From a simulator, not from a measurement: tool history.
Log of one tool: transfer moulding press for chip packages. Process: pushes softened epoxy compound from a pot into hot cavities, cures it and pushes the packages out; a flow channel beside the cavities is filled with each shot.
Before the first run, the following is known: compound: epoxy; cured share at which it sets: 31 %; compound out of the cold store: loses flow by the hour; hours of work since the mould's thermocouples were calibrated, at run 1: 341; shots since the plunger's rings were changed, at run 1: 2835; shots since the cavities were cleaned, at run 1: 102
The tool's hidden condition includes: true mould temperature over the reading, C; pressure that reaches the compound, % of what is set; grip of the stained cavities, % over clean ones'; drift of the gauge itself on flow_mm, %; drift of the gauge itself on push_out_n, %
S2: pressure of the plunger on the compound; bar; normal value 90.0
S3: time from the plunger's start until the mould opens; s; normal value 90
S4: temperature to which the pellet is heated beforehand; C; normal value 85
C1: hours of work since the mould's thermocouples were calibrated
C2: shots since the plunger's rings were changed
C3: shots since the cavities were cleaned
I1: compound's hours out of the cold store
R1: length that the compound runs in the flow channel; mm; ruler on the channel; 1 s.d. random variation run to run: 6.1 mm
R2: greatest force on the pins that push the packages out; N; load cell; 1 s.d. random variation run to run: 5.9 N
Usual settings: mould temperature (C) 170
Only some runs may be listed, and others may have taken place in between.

{"run": 1, "hour": 0.0, "mould temperature (C)": 170, "S2": 90.0, "S3": 90, "S4": 85, "C1": 341, "C2": 2835, "C3": 102, "I1": 29.5, "R1": 748, "R2": 238}
{"run": 2, "hour": 10.8, "mould temperature (C)": 170, "S2": 90.0, "S3": 90, "S4": 85, "C1": 349, "C2": 2996, "C3": 263, "I1": 45.9, "R1": 671, "R2": 264}
{"run": 3, "hour": 16.5, "mould temperature (C)": 170, "S2": 90.0, "S3": 70, "S4": 85, "C1": 354, "C2": 3080, "C3": 347, "I1": 10.1, "R1": 848, "R2": 542}
{"hour": 22.0, "done": "plunger's sealing rings changed"}
{"run": 4, "hour": 30.6, "mould temperature (C)": 170, "S2": 90.0, "S3": 90, "S4": 81, "C1": 363, "C2": 127, "C3": 519, "I1": 30.5, "R1": 772, "R2": 305}
{"run": 5, "hour": 41.9, "mould temperature (C)": 170, "S2": 90.0, "S3": 90, "S4": 81, "C1": 372, "C2": 295, "C3": 687, "I1": 31.9, "R1": 759, "R2": 322}
{"run": 6, "hour": 49.0, "mould temperature (C)": 170, "S2": 90.0, "S3": 101, "S4": 85, "C1": 377, "C2": 400, "C3": 792, "I1": 18.5, "R1": 817, "R2": 306}
{"run": 7, "hour": 57.8, "mould temperature (C)": 170, "S2": 90.0, "S3": 101, "S4": 85, "C1": 384, "C2": 531, "C3": 923, "I1": 16.1, "R1": 841, "R2": 305}
{"run": 8, "hour": 70.7, "mould temperature (C)": 170, "S2": 69.0, "S3": 90, "S4": 85, "C1": 394, "C2": 723, "C3": 1115, "I1": 30.2, "R1": 660, "R2": 355}
{"hour": 78.0, "done": "cavities cleaned with cleaning compound and waxed"}
{"run": 9, "hour": 83.2, "mould temperature (C)": 170, "S2": 69.0, "S3": 90, "S4": 85, "C1": 403, "C2": 886, "C3": 78, "I1": 11.8, "R1": 747, "R2": 244}
{"run": 10, "hour": 89.9, "mould temperature (C)": 170, "S2": 90.0, "S3": 99, "S4": 85, "C1": 408, "C2": 986, "C3": 178, "I1": 21.1, "R1": 805, "R2": 222}
{"run": 11, "hour": 99.5, "mould temperature (C)": 170, "S2": 90.0, "S3": 99, "S4": 85, "C1": 416, "C2": 1128, "C3": 320, "I1": 12.9, "R1": 850, "R2": 249}
{"run": 12, "hour": 108.7, "mould temperature (C)": 177, "S2": 82.5, "S3": 90, "S4": 85, "C1": 423, "C2": 1266, "C3": 458, "I1": 28.4, "R1": 722, "R2": 244}
{"run": 13, "hour": 116.3, "mould temperature (C)": 165, "S2": 71.5, "S3": 79, "S4": 89, "C1": 429, "C2": 1378, "C3": 570, "I1": 17.7, "R1": 743, "R2": 583}
{"run": 14, "hour": 126.7, "mould temperature (C)": 172, "S2": 87.3, "S3": 73, "S4": 89, "C1": 437, "C2": 1532, "C3": 724, "I1": 25.9, "R1": 764, "R2": 443}
{"run": 15, "hour": 137.3, "mould temperature (C)": 172, "S2": 87.3, "S3": 84, "S4": 89, "C1": 446, "C2": 1689, "C3": 881, "I1": 42.8, "R1": 689, "R2": 336}
{"run": 16, "hour": 143.6, "mould temperature (C)": 172, "S2": 87.3, "S3": 84, "S4": 89, "C1": 451, "C2": 1783, "C3": 975, "I1": 24.3, "R1": 768, "R2": 370}
{"run": 17, "hour": 153.6, "mould temperature (C)": 172, "S2": 87.3, "S3": 117, "S4": 89, "C1": 459, "C2": 1931, "C3": 1123, "I1": 46.1, "R1": 665, "R2": 293}
{"hour": 160.3, "done": "cavities cleaned with cleaning compound and waxed"}
{"run": 18, "hour": 160.9, "mould temperature (C)": 169, "S2": 74.1, "S3": 117, "S4": 89, "C1": 463, "C2": 2018, "C3": 10, "I1": 43.3, "R1": 632, "R2": 187}
{"run": 19, "hour": 171.1, "mould temperature (C)": 169, "S2": 76.5, "S3": 117, "S4": 89, "C1": 471, "C2": 2169, "C3": 161, "I1": 41.4, "R1": 646, "R2": 203}

Alternative continuations, all from the tool just after run 19; predict every row:
{"run": "A", "hour": 184.0, "mould temperature (C)": 170, "S2": 98.2, "S3": 90, "S4": 85, "C1": 481, "C2": 2361, "C3": 353, "I1": 35.9, "R1": "?", "R2": "?"}
{"run": "B", "hour": 184.0, "mould temperature (C)": 165, "S2": 76.7, "S3": 117, "S4": 89, "C1": 481, "C2": 2361, "C3": 353, "I1": 40.2, "R1": "?", "R2": "?"}
{"run": "C", "hour": 184.0, "mould temperature (C)": 170, "S2": 90.0, "S3": 106, "S4": 85, "C1": 481, "C2": 2361, "C3": 353, "I1": 20.2, "R1": "?", "R2": "?"}
{"run": "D", "hour": 184.0, "mould temperature (C)": 171, "S2": 76.5, "S3": 117, "S4": 75, "C1": 481, "C2": 2361, "C3": 353, "I1": 39.6, "R1": "?", "R2": "?"}
{"run": "E", "hour": 184.0, "mould temperature (C)": 170, "S2": 84.3, "S3": 89, "S4": 85, "C1": 481, "C2": 2361, "C3": 353, "I1": 24.0, "R1": "?", "R2": "?"}

run=A R1=757 R2=268
run=B R1=661 R2=243
run=C R1=795 R2=237
run=D R1=643 R2=235
run=E R1=753 R2=300
Take away the tool's hidden state, keep each run's random variation, and the runs would have read:
run=A R1=784 R2=200
run=B R1=685 R2=177
run=C R1=823 R2=174
run=D R1=666 R2=171
run=E R1=780 R2=226
